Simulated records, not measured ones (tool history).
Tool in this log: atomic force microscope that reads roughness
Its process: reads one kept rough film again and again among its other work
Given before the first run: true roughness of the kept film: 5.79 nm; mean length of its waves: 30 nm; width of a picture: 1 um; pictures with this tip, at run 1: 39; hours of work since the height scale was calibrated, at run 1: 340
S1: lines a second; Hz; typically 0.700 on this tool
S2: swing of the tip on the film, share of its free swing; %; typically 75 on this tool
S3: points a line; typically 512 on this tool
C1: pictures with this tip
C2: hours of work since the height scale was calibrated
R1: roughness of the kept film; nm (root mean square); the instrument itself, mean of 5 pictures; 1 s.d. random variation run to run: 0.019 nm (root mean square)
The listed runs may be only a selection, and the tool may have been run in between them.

run	hour	S1	S2	S3	C1	C2	R1
1	0.0	0.700	75	512	39	340	3.818
2	19.4	0.700	75	512	85	355	3.225
# hour 26.1: new tip fitted
3	56.7	0.700	75	512	72	382	3.476
# hour 67.0: new tip fitted
4	97.2	0.700	75	555	71	412	3.435
# hour 106.8: new tip fitted
5	119.8	0.700	75	693	30	429	4.012
# hour 146.9: new tip fitted
6	160.7	0.700	55	693	32	459	4.122
# hour 187.8: new tip fitted
7	193.6	0.700	55	693	13	483	4.558
# hour 229.3: new tip fitted
8	229.7	2.366	75	512	1	510	4.239
9	249.1	2.366	75	512	46	525	3.443
10	266.1	2.366	75	512	86	537	2.961
# hour 269.6: new tip fitted
11	293.7	3.819	75	512	57	558	3.066
# hour 311.5: new tip fitted
12	320.0	3.819	83	512	21	577	3.192
13	348.5	3.819	83	512	87	598	2.461
# hour 352.3: new tip fitted
14	376.6	0.700	75	512	57	619	3.609
# hour 392.4: new tip fitted
15	408.1	0.700	75	512	37	642	3.937
# hour 433.7: new tip fitted
16	442.0	0.700	75	512	20	667	4.241
17	460.8	0.700	81	512	64	681	3.531
# hour 474.7: new tip fitted
18	487.8	0.700	75	453	31	701	4.104
# hour 514.9: new tip fitted
19	515.0	0.700	86	512	0	721	4.577
20	544.0	0.700	86	512	68	743	3.467
# hour 556.2: new tip fitted
21	583.3	0.700	86	512	64	772	3.423
# hour 597.0: new tip fitted
22	622.6	0.700	75	512	60	801	3.624
# hour 639.3: new tip fitted
23	644.5	0.700	75	512	12	817	4.356
24	676.8	0.700	75	512	88	841	3.087
# hour 680.3: new tip fitted
25	700.0	0.700	75	512	47	858	3.793
26	718.7	0.700	75	512	91	872	3.218
# hour 722.7: new tip fitted
27	738.9	0.740	59	825	38	887	4.066
# hour 766.1: new tip fitted
28	773.0	2.961	75	367	16	912	3.819
29	792.8	2.961	75	367	62	927	3.141
# hour 808.2: new tip fitted
30	831.2	2.961	75	339	54	955	3.219
# hour 850.0: new tip fitted
31	869.8	0.585	65	803	46	983	3.902
# hour 891.8: new tip fitted
32	898.7	0.700	85	416	17	1005	4.123
33	928.4	0.700	85	416	86	1027	3.137
# hour 931.5: new tip fitted
34	949.7	1.119	61	580	42	1043	3.879
35	967.2	1.119	88	580	83	1056	3.048
# hour 973.1: new tip fitted
36	999.9	1.522	84	680	63	1080	3.289
# hour 1013.8: new tip fitted
37	1029.6	1.330	84	680	37	1102	3.601
38	1053.2	1.330	84	680	92	1119	2.917
# hour 1056.5: new tip fitted
39	1089.8	1.330	84	680	78	1146	3.057
# hour 1097.7: new tip fitted
40	1116.3	0.534	75	261	44	1166	3.746
# hour 1139.0: new tip fitted
41	1154.3	0.516	86	984	36	1194	3.999
42	1178.1	2.840	86	668	92	1212	2.588
# hour 1180.2: new tip fitted
43	1201.7	3.701	61	512	50	1229	3.581
# hour 1220.7: new tip fitted
44	1223.3	0.700	61	512	6	1245	4.685
# hour 1261.7: new tip fitted
45	1261.9	0.700	75	689	0	1273	4.726
46	1298.7	0.700	75	928	87	1301	3.286
# hour 1302.1: new tip fitted
47	1320.6	1.885	63	673	43	1317	3.766
# hour 1345.6: new tip fitted
48	1352.2	1.885	63	673	15	1340	4.342
49	1371.0	3.739	56	893	60	1354	3.497
# hour 1388.8: new tip fitted
50	1402.1	3.346	80	813	31	1377	3.317
# hour 1429.6: new tip fitted
51	1429.6	3.346	80	813	0	1397	3.901

Hidden condition of the tool, last listed run before each entry between runs versus first listed run after:
After run 2, before run 3: new tip fitted (hour 26.1)
  radius of the tip, nm: 28.6 -> 23.7; height scale over the true one, %: 0.44 -> 0.48
  what was measured, less what the result would be without the hidden state, R1: -1.484 -> -1.226 nm (root mean square)
After run 3, before run 4: new tip fitted (hour 67.0)
  radius of the tip, nm: 23.7 -> 24.6; height scale over the true one, %: 0.48 -> 0.52
  what was measured, less what the result would be without the hidden state, R1: -1.226 -> -1.277 nm (root mean square)
After run 4, before run 5: new tip fitted (hour 106.8)
  radius of the tip, nm: 24.6 -> 15; height scale over the true one, %: 0.52 -> 0.55
  what was measured, less what the result would be without the hidden state, R1: -1.277 -> -0.669 nm (root mean square)
After run 5, before run 6: new tip fitted (hour 146.9)
  radius of the tip, nm: 15 -> 15.4; height scale over the true one, %: 0.55 -> 0.59
  what was measured, less what the result would be without the hidden state, R1: -0.669 -> -0.715 nm (root mean square)
After run 6, before run 7: new tip fitted (hour 187.8)
  radius of the tip, nm: 15.4 -> 10.2; height scale over the true one, %: 0.59 -> 0.62
  what was measured, less what the result would be without the hidden state, R1: -0.715 -> -0.287 nm (root mean square)
After run 7, before run 8: new tip fitted (hour 229.3)
  radius of the tip, nm: 10.2 -> 7.4; height scale over the true one, %: 0.62 -> 0.66
  what was measured, less what the result would be without the hidden state, R1: -0.287 -> -0.010 nm (root mean square)
After run 10, before run 11: new tip fitted (hour 269.6)
  radius of the tip, nm: 28.2 -> 20.6; height scale over the true one, %: 0.7 -> 0.72
  what was measured, less what the result would be without the hidden state, R1: -1.325 -> -0.872 nm (root mean square)
After run 11, before run 12: new tip fitted (hour 311.5)
  radius of the tip, nm: 20.6 -> 13.2; height scale over the true one, %: 0.72 -> 0.75
  what was measured, less what the result would be without the hidden state, R1: -0.872 -> -0.397 nm (root mean square)
After run 13, before run 14: new tip fitted (hour 352.3)
  radius of the tip, nm: 28.9 -> 21.2; height scale over the true one, %: 0.78 -> 0.81
  what was measured, less what the result would be without the hidden state, R1: -1.132 -> -1.062 nm (root mean square)
After run 14, before run 15: new tip fitted (hour 392.4)
  radius of the tip, nm: 21.2 -> 16.5; height scale over the true one, %: 0.81 -> 0.85
  what was measured, less what the result would be without the hidden state, R1: -1.062 -> -0.770 nm (root mean square)
After run 15, before run 16: new tip fitted (hour 433.7)
  radius of the tip, nm: 16.5 -> 12.3; height scale over the true one, %: 0.85 -> 0.88
  what was measured, less what the result would be without the hidden state, R1: -0.770 -> -0.439 nm (root mean square)
After run 17, before run 18: new tip fitted (hour 474.7)
  radius of the tip, nm: 21.7 -> 14.1; height scale over the true one, %: 0.9 -> 0.93
  what was measured, less what the result would be without the hidden state, R1: -1.078 -> -0.586 nm (root mean square)
After run 18, before run 19: new tip fitted (hour 514.9)
  radius of the tip, nm: 14.1 -> 7; height scale over the true one, %: 0.93 -> 0.96
  what was measured, less what the result would be without the hidden state, R1: -0.586 -> +0.043 nm (root mean square)
After run 20, before run 21: new tip fitted (hour 556.2)
  radius of the tip, nm: 22.1 -> 22.8; height scale over the true one, %: 0.99 -> 1.03
  what was measured, less what the result would be without the hidden state, R1: -1.086 -> -1.123 nm (root mean square)
After run 21, before run 22: new tip fitted (hour 597.0)
  radius of the tip, nm: 22.8 -> 21.4; height scale over the true one, %: 1.03 -> 1.07
  what was measured, less what the result would be without the hidden state, R1: -1.123 -> -1.077 nm (root mean square)
After run 22, before run 23: new tip fitted (hour 639.3)
  radius of the tip, nm: 21.4 -> 11.1; height scale over the true one, %: 1.07 -> 1.09
  what was measured, less what the result would be without the hidden state, R1: -1.077 -> -0.336 nm (root mean square)
After run 24, before run 25: new tip fitted (hour 680.3)
  radius of the tip, nm: 31.5 -> 18.9; height scale over the true one, %: 1.12 -> 1.15
  what was measured, less what the result would be without the hidden state, R1: -1.583 -> -0.918 nm (root mean square)
After run 26, before run 27: new tip fitted (hour 722.7)
  radius of the tip, nm: 28.9 -> 16.2; height scale over the true one, %: 1.17 -> 1.19
  what was measured, less what the result would be without the hidden state, R1: -1.468 -> -0.748 nm (root mean square)
After run 27, before run 28: new tip fitted (hour 766.1)
  radius of the tip, nm: 16.2 -> 11.4; height scale over the true one, %: 1.19 -> 1.22
  what was measured, less what the result would be without the hidden state, R1: -0.748 -> -0.313 nm (root mean square)
After run 29, before run 30: new tip fitted (hour 808.2)
  radius of the tip, nm: 22.1 -> 20.8; height scale over the true one, %: 1.24 -> 1.28
  what was measured, less what the result would be without the hidden state, R1: -0.971 -> -0.905 nm (root mean square)
After run 30, before run 31: new tip fitted (hour 850.0)
  radius of the tip, nm: 20.8 -> 18.1; height scale over the true one, %: 1.28 -> 1.32
  what was measured, less what the result would be without the hidden state, R1: -0.905 -> -0.873 nm (root mean square)
After run 31, before run 32: new tip fitted (hour 891.8)
  radius of the tip, nm: 18.1 -> 12.4; height scale over the true one, %: 1.32 -> 1.35
  what was measured, less what the result would be without the hidden state, R1: -0.873 -> -0.419 nm (root mean square)
After run 33, before run 34: new tip fitted (hour 931.5)
  radius of the tip, nm: 29 -> 18; height scale over the true one, %: 1.38 -> 1.4
  what was measured, less what the result would be without the hidden state, R1: -1.428 -> -0.856 nm (root mean square)
After run 35, before run 36: new tip fitted (hour 973.1)
  radius of the tip, nm: 27.7 -> 21.9; height scale over the true one, %: 1.42 -> 1.45
  what was measured, less what the result would be without the hidden state, R1: -1.299 -> -0.992 nm (root mean square)
After run 36, before run 37: new tip fitted (hour 1013.8)
  radius of the tip, nm: 21.9 -> 17.5; height scale over the true one, %: 1.45 -> 1.48
  what was measured, less what the result would be without the hidden state, R1: -0.992 -> -0.750 nm (root mean square)
After run 38, before run 39: new tip fitted (hour 1056.5)
  radius of the tip, nm: 30.2 -> 27.8; height scale over the true one, %: 1.51 -> 1.55
  what was measured, less what the result would be without the hidden state, R1: -1.393 -> -1.304 nm (root mean square)
After run 39, before run 40: new tip fitted (hour 1097.7)
  radius of the tip, nm: 27.8 -> 19.5; height scale over the true one, %: 1.55 -> 1.57
  what was measured, less what the result would be without the hidden state, R1: -1.304 -> -0.938 nm (root mean square)
After run 40, before run 41: new tip fitted (hour 1139.0)
  radius of the tip, nm: 19.5 -> 15.6; height scale over the true one, %: 1.57 -> 1.61
  what was measured, less what the result would be without the hidden state, R1: -0.938 -> -0.664 nm (root mean square)
After run 42, before run 43: new tip fitted (hour 1180.2)
  radius of the tip, nm: 28.6 -> 19; height scale over the true one, %: 1.63 -> 1.66
  what was measured, less what the result would be without the hidden state, R1: -1.145 -> -0.856 nm (root mean square)
After run 43, before run 44: new tip fitted (hour 1220.7)
  radius of the tip, nm: 19 -> 9; height scale over the true one, %: 1.66 -> 1.68
  what was measured, less what the result would be without the hidden state, R1: -0.856 -> -0.121 nm (root mean square)
After run 44, before run 45: new tip fitted (hour 1261.7)
  radius of the tip, nm: 9 -> 7.6; height scale over the true one, %: 1.68 -> 1.72
  what was measured, less what the result would be without the hidden state, R1: -0.121 -> +0.015 nm (root mean square)
After run 46, before run 47: new tip fitted (hour 1302.1)
  radius of the tip, nm: 28.9 -> 18.6; height scale over the true one, %: 1.76 -> 1.78
  what was measured, less what the result would be without the hidden state, R1: -1.471 -> -0.861 nm (root mean square)
After run 47, before run 48: new tip fitted (hour 1345.6)
  radius of the tip, nm: 18.6 -> 11.3; height scale over the true one, %: 1.78 -> 1.81
  what was measured, less what the result would be without the hidden state, R1: -0.861 -> -0.317 nm (root mean square)
After run 49, before run 50: new tip fitted (hour 1388.8)
  radius of the tip, nm: 22.1 -> 15.4; height scale over the true one, %: 1.83 -> 1.87
  what was measured, less what the result would be without the hidden state, R1: -1.056 -> -0.527 nm (root mean square)
After run 50, before run 51: new tip fitted (hour 1429.6)
  radius of the tip, nm: 15.4 -> 7.1; height scale over the true one, %: 1.87 -> 1.89
  what was measured, less what the result would be without the hidden state, R1: -0.527 -> +0.067 nm (root mean square)
